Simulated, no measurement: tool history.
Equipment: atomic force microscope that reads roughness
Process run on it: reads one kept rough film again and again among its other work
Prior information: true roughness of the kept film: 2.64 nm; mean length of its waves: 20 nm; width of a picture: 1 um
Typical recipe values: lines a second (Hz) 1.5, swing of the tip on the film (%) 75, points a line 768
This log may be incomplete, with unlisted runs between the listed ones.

run	hour	lines a second (Hz)	swing of the tip on the film (%)	points a line	roughness of the kept film (nm (root mean square))
1	0	1.5	75	768	2.085
2	8	2.81	75	768	1.907
3	14.9	2.81	75	768	1.902
4	26.5	2.81	75	768	1.897
5	35.3	2.81	75	768	1.892
6	46.6	2.81	56	768	2.178
7	54.1	2.81	56	909	2.177
8	64.9	2.81	56	909	2.178
9	70	2.81	56	909	2.184
10	75.4	2.81	56	909	2.183
11	80.1	1.5	75	768	2.085
12	90.8	1.5	75	768	2.089
13	96.7	1.5	75	768	2.069
14	105.9	1.5	75	432	2.045
15	114.3	2.22	75	432	1.956
16	120.2	2.22	75	432	1.964
17	125.4	2.22	75	432	1.957
18	132	2.22	75	432	1.949
19	143.4	2.19	77	768	1.934
20	155	0.58	75	290	2.159
21	166.4	1.32	82	768	2.013
22	176.1	1.5	60	402	2.191
23	181.4	1.5	60	402	2.17
24	192.5	1.29	75	621	2.101
25	198	1.29	75	621	2.108
26	206.7	1.5	65	889	2.186
27	214.3	1.5	75	404	2.038
28	222.6	1.5	58	983	2.224
29	227.6	1.23	90	547	1.927
30	238	1.23	60	267	2.169
31	248.2	1.03	71	684	2.167
32	254.4	1.03	70	889	2.186
33	264.6	1.5	70	294	2.085
34	270.1	1.5	70	294	2.091

Put back what was entered between runs (1 entry, withheld): which listed runs does each sit between, and how does the hidden state differ from the listed run before to the listed run after?
From run 25 to run 26: new tip fitted (hour 203)
  radius of the tip, nm: 5.1 -> 5
